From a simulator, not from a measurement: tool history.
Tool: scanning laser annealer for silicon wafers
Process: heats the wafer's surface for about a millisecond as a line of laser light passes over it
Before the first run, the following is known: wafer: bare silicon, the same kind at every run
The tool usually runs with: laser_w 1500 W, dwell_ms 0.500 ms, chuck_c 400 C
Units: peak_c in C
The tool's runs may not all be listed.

{"run": 1, "hour": 0.0, "laser_w": 1500, "dwell_ms": 0.5, "chuck_c": 400, "peak_c": 1193}
{"run": 2, "hour": 6.9, "laser_w": 1500, "dwell_ms": 0.5, "chuck_c": 400, "peak_c": 1197}
{"run": 3, "hour": 15.5, "laser_w": 1500, "dwell_ms": 0.5, "chuck_c": 400, "peak_c": 1197}
{"run": 4, "hour": 24.6, "laser_w": 1500, "dwell_ms": 0.5, "chuck_c": 400, "peak_c": 1198}
{"run": 5, "hour": 30.5, "laser_w": 1500, "dwell_ms": 0.5, "chuck_c": 400, "peak_c": 1196}
{"run": 6, "hour": 39.3, "laser_w": 1500, "dwell_ms": 0.5, "chuck_c": 400, "peak_c": 1196}
{"run": 7, "hour": 48.5, "laser_w": 1309, "dwell_ms": 0.5, "chuck_c": 400, "peak_c": 1096}
{"run": 8, "hour": 56.9, "laser_w": 1309, "dwell_ms": 0.529, "chuck_c": 400, "peak_c": 1118}
{"run": 9, "hour": 65.3, "laser_w": 1309, "dwell_ms": 0.529, "chuck_c": 400, "peak_c": 1117}
{"run": 10, "hour": 69.7, "laser_w": 1500, "dwell_ms": 0.5, "chuck_c": 400, "peak_c": 1193}

Estimate the outcome of run 11 from the log above:
{"run": 11, "hour": 76.8, "laser_w": 1500, "dwell_ms": 0.5, "chuck_c": 400, "peak_c": "?"}

Run 11 measured peak_c 1194 C.
Take away the tool's hidden state, keep the run-to-run variation as it was, and the same run would have given peak_c 1205 C.
